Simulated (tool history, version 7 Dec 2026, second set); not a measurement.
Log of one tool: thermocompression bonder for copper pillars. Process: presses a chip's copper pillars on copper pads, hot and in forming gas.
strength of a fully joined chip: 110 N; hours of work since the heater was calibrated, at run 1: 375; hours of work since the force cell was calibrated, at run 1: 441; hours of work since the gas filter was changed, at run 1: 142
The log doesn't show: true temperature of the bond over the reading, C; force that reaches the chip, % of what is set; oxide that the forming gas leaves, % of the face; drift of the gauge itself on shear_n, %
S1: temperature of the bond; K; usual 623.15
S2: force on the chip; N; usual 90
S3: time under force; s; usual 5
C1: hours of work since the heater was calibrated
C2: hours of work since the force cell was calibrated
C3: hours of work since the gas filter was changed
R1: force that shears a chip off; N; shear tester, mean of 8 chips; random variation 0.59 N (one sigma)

run,hour,S1,S2,S3,C1,C2,C3,R1
1,0,623.15,90,5,375,441,142,73.5
2,17.8,623.15,74,5,384,450,152,63.8
3,36.4,623.15,74,5,394,460,162,63.6
4,67.7,623.15,74,5,411,477,179,62.7
5,82.9,623.15,114,5,419,486,187,82.5
6,112.5,623.15,114,14,435,501,203,97.6
7,130.8,623.15,76,5,445,511,213,62.8
8,155.4,641.15,76,5,459,525,226,73
9,183.1,641.15,76,5,473,540,241,73.2
10,209.9,623.15,90,8,488,554,255,80.7
11,231,623.15,90,8,499,565,267,79
12,258.6,623.15,90,8,514,580,282,78.9
13,286.6,623.15,90,5,529,595,297,70.3
# hour 301.9: forming gas filter changed
14,310.7,623.15,90,5,542,608,5,73.4
15,340.9,623.15,90,5,558,624,21,74.4
16,354.3,623.15,90,5,566,632,28,72.6
17,377,623.15,90,5,578,644,40,74.4
18,398.5,623.15,90,5,589,656,52,74.1
19,417.4,623.15,90,3,600,666,62,63.5
20,432,622.15,126,4,607,674,70,84.1
21,445.2,643.15,90,10,615,681,77,95.2
22,475.6,634.15,63,10,631,697,94,74.3
23,499.2,599.15,66,6,644,710,106,46.6
24,525.3,652.15,90,5,658,724,121,88
25,545.9,623.15,127,15,669,735,132,100.1
26,561.9,623.15,61,15,678,744,140,74.9
27,583.4,623.15,61,15,689,755,152,72.9
28,601.5,603.15,56,9,699,765,162,48.1
29,619.2,603.15,56,3,708,775,171,31.3
30,641.7,634.15,118,14,721,787,183,98.8
31,664.4,638.15,84,5,733,799,196,76.7
32,685.2,620.15,60,13,744,810,207,67.1
33,706.8,604.15,60,13,756,822,218,57.4
34,736.1,608.15,68,5,772,838,234,48.1
35,766.4,608.15,68,5,788,854,251,47.1
36,782.3,607.15,71,6,796,863,259,51.8

Measured less the same run without the tool's hidden state. The same run-to-run variation is in both; the gauge's scatter may not be:
run,R1
1,-3.9
2,-3.9
3,-4.1
4,-4.4
5,-5.2
6,-5.4
7,-5
8,-5.7
9,-6.1
10,-6.8
11,-6.9
12,-7.3
13,-7.3
14,-2.6
15,-3
16,-3
17,-3.3
18,-3.6
19,-3.6
20,-3.8
21,-3.3
22,-4.3
23,-4.1
24,-4.5
25,-4.1
26,-5.4
27,-5.6
28,-5
29,-3.7
30,-5.2
31,-6.4
32,-6.6
33,-6.7
34,-6.2
35,-6.3
36,-6.9
